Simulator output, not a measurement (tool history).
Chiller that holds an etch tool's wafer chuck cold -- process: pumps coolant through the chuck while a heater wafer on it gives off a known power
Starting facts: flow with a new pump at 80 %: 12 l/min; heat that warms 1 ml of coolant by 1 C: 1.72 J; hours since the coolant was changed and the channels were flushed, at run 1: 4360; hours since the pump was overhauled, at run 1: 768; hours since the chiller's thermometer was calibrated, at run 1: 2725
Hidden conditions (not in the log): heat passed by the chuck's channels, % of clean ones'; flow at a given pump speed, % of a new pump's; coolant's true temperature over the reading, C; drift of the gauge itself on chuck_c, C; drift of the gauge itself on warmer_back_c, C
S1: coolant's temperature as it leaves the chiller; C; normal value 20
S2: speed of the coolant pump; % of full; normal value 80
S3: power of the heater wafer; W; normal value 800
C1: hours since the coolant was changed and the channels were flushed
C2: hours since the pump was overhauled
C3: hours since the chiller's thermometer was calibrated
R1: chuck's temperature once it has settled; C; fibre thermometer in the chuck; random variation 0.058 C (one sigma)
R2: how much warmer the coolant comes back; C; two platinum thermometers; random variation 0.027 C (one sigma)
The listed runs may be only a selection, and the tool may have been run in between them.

run    hour  S1   S2    S3    C1    C2    C3     R1    R2
  1       0  20   80   800  4360   768  2725  25.69  2.36
  2    96.8  20   80   800  4457   865  2822  25.72  2.32
  3   213.9  20   80   800  4574   982  2939  25.65  2.31
  4   322.7  23   80   800  4683  1091  3048  28.72  2.32
  5   445.1  23   80   768  4805  1213  3170  28.55  2.24
      556.2  -- chiller's thermometer calibrated
  6   564.1  20   66   800  4923  1331     8  26.44  2.87
  7   622.9  20   64   800  4982  1390    67  26.62  2.98
  8   751.5  20   64   800  5111  1518   195  26.63  2.95
  9   875.8  20   64   800  5235  1643   320  26.57  2.97
 10  1005.1  20   64   800  5364  1772   449   26.6  2.95
 11  1092.7  20   64  1022  5452  1860   536  28.32  3.75
 12  1210.5  20   64  1022  5570  1977   654  28.26  3.73
 13  1274.3  20   80   800  5634  2041   718  25.66  2.35
 14  1377.9  20   80   800  5737  2145   822  25.68  2.36
 15  1446.8  20   70   800  5806  2214   891  26.24  2.65
 16  1504.2  20   70   800  5864  2271   948  26.26  2.68
 17  1618.2  20   70   800  5978  2385  1062  26.22  2.69
 18  1722.3  11  100   800  6082  2489  1166     16  1.83
 19    1810  11  100   800  6169  2577  1254   15.9  1.81
 20  1882.1  20   92   512  6241  2649  1326  23.35  1.27
 21  1982.3  10   90   526  6342  2749  1426  13.46  1.41
 22  2081.4  25   83   800  6441  2848  1525  30.48  2.27
 23  2142.3  21   83  1157  6502  2909  1586  28.88  3.25
 24  2250.5  15   80   800  6610  3017  1694  20.65  2.36
 25  2362.1  20   93   754  6721  3129  1806  24.88  1.88
 26  2417.2  20   82  1121  6777  3184  1861  27.85  3.19
 27  2500.7  12   62   773  6860  3268  1945  18.49  2.99
 28  2581.1  11   99   773  6940  3348  2025  15.84   1.8
 29  2682.6  13   61   800  7042  3450  2126  19.74  3.12
 30  2795.7  13   61   800  7155  3563  2239  19.79  3.13
 31  2853.2  15   65   416  7213  3620  2297  18.41  1.49
 32  2918.4  11   90   988  7278  3685  2362  17.41  2.52

Hidden condition of the tool, last listed run before each entry between runs versus first listed run after:
Logged between run 5 and run 6: chiller's thermometer calibrated (hour 556.2)
  nothing in the hidden state changes from one run to the other

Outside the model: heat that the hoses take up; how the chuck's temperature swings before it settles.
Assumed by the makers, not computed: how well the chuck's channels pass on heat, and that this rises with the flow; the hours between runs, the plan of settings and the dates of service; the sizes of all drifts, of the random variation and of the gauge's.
